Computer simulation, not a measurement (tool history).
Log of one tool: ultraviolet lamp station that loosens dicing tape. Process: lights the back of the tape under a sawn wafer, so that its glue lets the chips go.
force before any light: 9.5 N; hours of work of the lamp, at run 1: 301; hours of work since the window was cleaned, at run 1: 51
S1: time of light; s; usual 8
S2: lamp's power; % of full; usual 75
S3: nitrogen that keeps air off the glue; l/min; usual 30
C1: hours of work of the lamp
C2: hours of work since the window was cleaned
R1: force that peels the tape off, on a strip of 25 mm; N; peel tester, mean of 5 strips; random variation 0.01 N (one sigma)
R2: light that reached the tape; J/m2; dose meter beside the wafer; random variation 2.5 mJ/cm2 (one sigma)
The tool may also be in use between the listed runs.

run   hour  S1  S2  S3   C1   C2     R1    R2
  1    0.0   8  75  30  301   51  0.577  2790
  2   17.5   8  75  30  313   64  0.592  2800
  3   31.5   8  75  30  324   74  0.594  2790
  4   45.8   8  75  30  334   84  0.609  2790
  5   68.7   8  80  30  350  101  0.538  2900
  6   86.6   8  80  30  363  114  0.536  2930
  7  104.1   8  75  16  375  126  1.108  2650
  8  115.1   8  75  30  383  134  0.630  2670
  9  139.5   8  75  30  401  151  0.678  2590
 10  151.2   8  75  30  409  160  0.665  2610
 11  175.6   8  75  30  427  177  0.699  2590
 12  200.8   8  75  30  445  195  0.707  2580
 13  220.0   8  75  30  459  209  0.705  2590
 14  238.1   8  75  30  472  222  0.705  2550
 15  259.3   5  75  30  487  237  1.811  1550
 16  279.8   8  75  11  501  252  1.643  2480
 17  298.7  10  75  30  515  265  0.462  3060
 18  309.9   8  75  21  523  273  1.054  2470
 19  322.7   8  75  30  532  283  0.773  2450
 20  335.2   8  75  30  541  292  0.777  2410
 21  348.9   8  75  30  551  301  0.797  2390
 22  364.8   8  75  30  562  313  0.827  2360
 23  388.7   7  69  24  579  330  1.516  1930
 24  402.8   7  69  24  590  340  1.549  1890
     404.6  -- window cleaned of glue's vapour
 25  414.3   7  69  24  597    7  1.644  1820
 26  429.5   7  72  24  608   18  1.621  1860
 27  449.2   6  76   9  622   32  3.266  1660
 28  464.5  13  88  19  633   43  0.388  4180
 29  487.4  13  71  20  650   59  0.594  3320
 30  504.2   7  61  12  662   71  3.282  1500
 31  515.9   7  61  12  670   80  3.118  1520
     521.2  -- window cleaned of glue's vapour, once more
 32  539.1   8  85  15  686   13  1.025  2780
 33  559.2   8  85  15  701   27  1.054  2820
 34  570.0   6  72  14  709   35  2.415  1780
 35  591.8   5  72  15  724   51  2.920  1470
 36  603.1   5  79  15  732   59  2.633  1630
 37  615.7   5  79  15  741   68  2.687  1600
 38  627.8   6  71  15  750   76  2.483  1730
 39  650.4  11  71  29  766   93  0.478  3070
 40  666.9  15  69  30  778  104  0.253  4110
 41  691.2  10  62  12  795  122  1.695  2420
 42  715.9  10  86  30  813  139  0.407  3330
 43  740.5   5  65  30  831  157  2.493  1230

Forecast each of these 3 alternatives for the next run:
  A  754.0   7  75  21  840  167   ?   ?
  B  754.0  14  83  39  840  167   ?   ?
  C  754.0  15  70   9  840  167   ?   ?

run     R1    R2
  A  1.546  1970
  B  0.217  4390
  C  0.812  4000
Without the tool's hidden state the same runs would have given:
run     R1    R2
  A  0.823  2740
  B  0.181  6100
  C  0.400  5560
